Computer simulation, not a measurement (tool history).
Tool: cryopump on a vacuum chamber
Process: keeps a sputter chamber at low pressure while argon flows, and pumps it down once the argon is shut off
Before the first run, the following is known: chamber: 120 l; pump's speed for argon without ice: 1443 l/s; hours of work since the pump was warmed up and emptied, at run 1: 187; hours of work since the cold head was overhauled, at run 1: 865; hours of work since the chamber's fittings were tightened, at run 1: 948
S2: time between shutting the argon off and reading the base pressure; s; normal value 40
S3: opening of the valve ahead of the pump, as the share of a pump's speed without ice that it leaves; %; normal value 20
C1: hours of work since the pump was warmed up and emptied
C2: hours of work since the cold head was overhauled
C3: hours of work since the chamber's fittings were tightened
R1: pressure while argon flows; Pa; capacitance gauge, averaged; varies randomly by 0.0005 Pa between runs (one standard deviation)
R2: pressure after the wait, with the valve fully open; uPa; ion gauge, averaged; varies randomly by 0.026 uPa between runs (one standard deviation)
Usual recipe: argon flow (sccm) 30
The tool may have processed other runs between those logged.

run 1 hour=0 | argon_flow_(sccm)=30 S2=40 S3=20 | C1=187 C2=865 C3=948 | R1=0.1809 R2=1.61
run 2 hour=57.5 | argon_flow_(sccm)=30 S2=40 S3=20 | C1=214 C2=892 C3=975 | R1=0.1813 R2=1.67
run 3 hour=110.5 | argon_flow_(sccm)=30 S2=40 S3=20 | C1=240 C2=917 C3=1000 | R1=0.1811 R2=1.7
run 4 hour=172 | argon_flow_(sccm)=30 S2=40 S3=20 | C1=269 C2=947 C3=1030 | R1=0.1826 R2=1.71
run 5 hour=203.5 | argon_flow_(sccm)=30 S2=40 S3=20 | C1=284 C2=962 C3=1045 | R1=0.184 R2=1.74
run 6 hour=241.3 | argon_flow_(sccm)=30 S2=40 S3=20 | C1=302 C2=980 C3=1063 | R1=0.1828 R2=1.67
run 7 hour=277.6 | argon_flow_(sccm)=30 S2=24 S3=20 | C1=319 C2=997 C3=1080 | R1=0.1833 R2=2.33
-- hour=305.2 pump warmed up, emptied and cooled again
run 8 hour=329 | argon_flow_(sccm)=30 S2=24 S3=20 | C1=11 C2=1019 C3=1102 | R1=0.1764 R2=2.21
run 9 hour=381.2 | argon_flow_(sccm)=30 S2=24 S3=20 | C1=36 C2=1044 C3=1127 | R1=0.1762 R2=2.15
run 10 hour=409.7 | argon_flow_(sccm)=30 S2=24 S3=20 | C1=50 C2=1057 C3=1140 | R1=0.1766 R2=2.2
run 11 hour=457.3 | argon_flow_(sccm)=37 S2=145 S3=26 | C1=72 C2=1080 C3=1163 | R1=0.1697 R2=0.99
run 12 hour=503.5 | argon_flow_(sccm)=37 S2=145 S3=26 | C1=94 C2=1102 C3=1185 | R1=0.1701 R2=1.05
run 13 hour=553.8 | argon_flow_(sccm)=13 S2=32 S3=19 | C1=118 C2=1126 C3=1209 | R1=0.0816 R2=1.91
run 14 hour=580.7 | argon_flow_(sccm)=21 S2=173 S3=58 | C1=131 C2=1139 C3=1222 | R1=0.0447 R2=1.07
run 15 hour=631.5 | argon_flow_(sccm)=20 S2=40 S3=25 | C1=155 C2=1163 C3=1246 | R1=0.096 R2=1.72
run 16 hour=681.1 | argon_flow_(sccm)=20 S2=40 S3=25 | C1=179 C2=1186 C3=1269 | R1=0.0966 R2=1.78
run 17 hour=712.7 | argon_flow_(sccm)=20 S2=40 S3=25 | C1=194 C2=1202 C3=1284 | R1=0.0969 R2=1.75
run 18 hour=740.7 | argon_flow_(sccm)=20 S2=40 S3=25 | C1=207 C2=1215 C3=1298 | R1=0.0968 R2=1.82

Predict each of these 5 candidate next runs independently; none follows another, all start after run 18:
run A hour=801.8 | argon_flow_(sccm)=38 S2=40 S3=47 | C1=236 C2=1244 C3=1327 | R1=? R2=?
run B hour=801.8 | argon_flow_(sccm)=15 S2=89 S3=20 | C1=236 C2=1244 C3=1327 | R1=? R2=?
run C hour=801.8 | argon_flow_(sccm)=49 S2=40 S3=25 | C1=236 C2=1244 C3=1327 | R1=? R2=?
run D hour=801.8 | argon_flow_(sccm)=20 S2=40 S3=32 | C1=236 C2=1244 C3=1327 | R1=? R2=?
run E hour=801.8 | argon_flow_(sccm)=20 S2=28 S3=25 | C1=236 C2=1244 C3=1327 | R1=? R2=?

run=A R1=0.1015 R2=1.81
run=B R1=0.0906 R2=1.41
run=C R1=0.2385 R2=1.83
run=D R1=0.0765 R2=1.78
run=E R1=0.0971 R2=2.1
With no hidden state in the tool, these same runs would have given:
run=A R1=0.0944 R2=1.06
run=B R1=0.0878 R2=0.63
run=C R1=0.2293 R2=1.08
run=D R1=0.0728 R2=1.05
run=E R1=0.0934 R2=1.37
